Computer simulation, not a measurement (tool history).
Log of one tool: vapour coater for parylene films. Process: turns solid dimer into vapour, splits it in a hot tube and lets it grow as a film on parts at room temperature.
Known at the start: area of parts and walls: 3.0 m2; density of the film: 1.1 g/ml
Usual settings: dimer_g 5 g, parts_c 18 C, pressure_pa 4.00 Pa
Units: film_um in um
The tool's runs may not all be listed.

{"run": 1, "day": 0.0, "dimer_g": 5, "parts_c": 18, "pressure_pa": 4.0, "film_um": 0.759}
{"run": 2, "day": 0.312, "dimer_g": 5, "parts_c": 10, "pressure_pa": 4.0, "film_um": 0.948}
{"run": 3, "day": 0.629, "dimer_g": 5, "parts_c": 10, "pressure_pa": 4.41, "film_um": 0.942}
{"run": 4, "day": 0.954, "dimer_g": 5, "parts_c": 26, "pressure_pa": 4.0, "film_um": 0.612}
{"run": 5, "day": 1.312, "dimer_g": 5, "parts_c": 26, "pressure_pa": 4.0, "film_um": 0.606}
{"run": 6, "day": 1.75, "dimer_g": 5, "parts_c": 26, "pressure_pa": 4.0, "film_um": 0.605}
{"run": 7, "day": 2.25, "dimer_g": 6, "parts_c": 12, "pressure_pa": 4.38, "film_um": 1.064}
{"run": 8, "day": 2.629, "dimer_g": 6, "parts_c": 12, "pressure_pa": 4.38, "film_um": 1.062}
{"run": 9, "day": 3.267, "dimer_g": 2, "parts_c": 23, "pressure_pa": 7.04, "film_um": 0.249}
{"run": 10, "day": 3.712, "dimer_g": 6, "parts_c": 14, "pressure_pa": 4.85, "film_um": 0.995}
{"run": 11, "day": 4.338, "dimer_g": 6, "parts_c": 14, "pressure_pa": 4.85, "film_um": 0.992}

Forecast each of these 5 alternatives for the next run:
{"run": "A", "day": 4.983, "dimer_g": 6, "parts_c": 14, "pressure_pa": 4.85, "film_um": "?"}
{"run": "B", "day": 4.983, "dimer_g": 5, "parts_c": 21, "pressure_pa": 3.2, "film_um": "?"}
{"run": "C", "day": 4.983, "dimer_g": 2, "parts_c": 16, "pressure_pa": 2.81, "film_um": "?"}
{"run": "D", "day": 4.983, "dimer_g": 6, "parts_c": 21, "pressure_pa": 3.62, "film_um": "?"}
{"run": "E", "day": 4.983, "dimer_g": 5, "parts_c": 12, "pressure_pa": 4.0, "film_um": "?"}

run=A film_um=0.991
run=B film_um=0.715
run=C film_um=0.326
run=D film_um=0.841
run=E film_um=0.893
Without the tool's hidden state the same runs would have given:
run=A film_um=1.035
run=B film_um=0.746
run=C film_um=0.341
run=D film_um=0.878
run=E film_um=0.932
